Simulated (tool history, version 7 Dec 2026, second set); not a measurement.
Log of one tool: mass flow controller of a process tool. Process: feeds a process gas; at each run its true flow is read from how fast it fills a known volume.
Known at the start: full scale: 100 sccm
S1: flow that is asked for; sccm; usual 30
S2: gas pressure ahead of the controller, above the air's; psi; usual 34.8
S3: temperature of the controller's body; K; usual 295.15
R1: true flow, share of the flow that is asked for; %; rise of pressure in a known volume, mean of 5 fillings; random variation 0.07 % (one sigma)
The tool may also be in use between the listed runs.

run 1 hour=0 | S1=30 S2=34.8 S3=295.15 | R1=98.37
run 2 hour=188.2 | S1=30 S2=34.8 S3=295.15 | R1=98.14
run 3 hour=378.8 | S1=21 S2=34.8 S3=295.15 | R1=97.74
run 4 hour=561.3 | S1=21 S2=34.8 S3=295.15 | R1=97.67
run 5 hour=734 | S1=28 S2=34.8 S3=295.15 | R1=97.7
run 6 hour=963.5 | S1=30 S2=34.8 S3=295.15 | R1=97.68
run 7 hour=1074.2 | S1=30 S2=34.8 S3=295.15 | R1=97.5
run 8 hour=1195.5 | S1=76 S2=34.8 S3=295.15 | R1=98.62
run 9 hour=1378.9 | S1=12 S2=34.8 S3=295.15 | R1=96.79
run 10 hour=1597.5 | S1=12 S2=34.8 S3=295.15 | R1=96.69
run 11 hour=1754.2 | S1=12 S2=34.8 S3=295.15 | R1=96.59
run 12 hour=1947.6 | S1=12 S2=34.8 S3=295.15 | R1=96.41
run 13 hour=2074 | S1=12 S2=34.8 S3=295.15 | R1=96.27
run 14 hour=2270.9 | S1=15 S2=34.8 S3=295.15 | R1=96.16
run 15 hour=2435.4 | S1=45 S2=30.6 S3=310.15 | R1=97.36
run 16 hour=2565.8 | S1=22 S2=34.8 S3=298.15 | R1=96.37
run 17 hour=2738.5 | S1=22 S2=34.8 S3=298.15 | R1=96.2
run 18 hour=2881.9 | S1=22 S2=34.8 S3=298.15 | R1=96.22
run 19 hour=3004.9 | S1=11 S2=23.2 S3=297.15 | R1=95.4
run 20 hour=3205.7 | S1=11 S2=23.2 S3=297.15 | R1=95.05
run 21 hour=3375.5 | S1=11 S2=23.2 S3=297.15 | R1=95.12
run 22 hour=3507.5 | S1=17 S2=36.5 S3=304.15 | R1=95.84
-- hour=3675.8 gauge calibrated
run 23 hour=3685.5 | S1=17 S2=36.5 S3=304.15 | R1=98.54
run 24 hour=3884.3 | S1=30 S2=30.6 S3=295.15 | R1=97.9
run 25 hour=4107.6 | S1=12 S2=35.5 S3=305.15 | R1=97.98
run 26 hour=4303.8 | S1=13 S2=21.2 S3=295.15 | R1=96.99
run 27 hour=4434 | S1=13 S2=21.2 S3=295.15 | R1=96.9
run 28 hour=4581.1 | S1=46 S2=38 S3=298.15 | R1=98.28

4 ways to go on from here, each from the tool as it stands after run 28. What would each give?
run A hour=4751.6 | S1=18 S2=32.2 S3=300.15 | R1=?
run B hour=4751.6 | S1=62 S2=34.8 S3=295.15 | R1=?
run C hour=4751.6 | S1=64 S2=33.6 S3=310.15 | R1=?
run D hour=4751.6 | S1=11 S2=34.8 S3=295.15 | R1=?

run=A R1=97.38
run=B R1=98.23
run=C R1=99.15
run=D R1=97
Without the tool's hidden state the same runs would have given:
run=A R1=98.18
run=B R1=99.04
run=C R1=99.97
run=D R1=97.78

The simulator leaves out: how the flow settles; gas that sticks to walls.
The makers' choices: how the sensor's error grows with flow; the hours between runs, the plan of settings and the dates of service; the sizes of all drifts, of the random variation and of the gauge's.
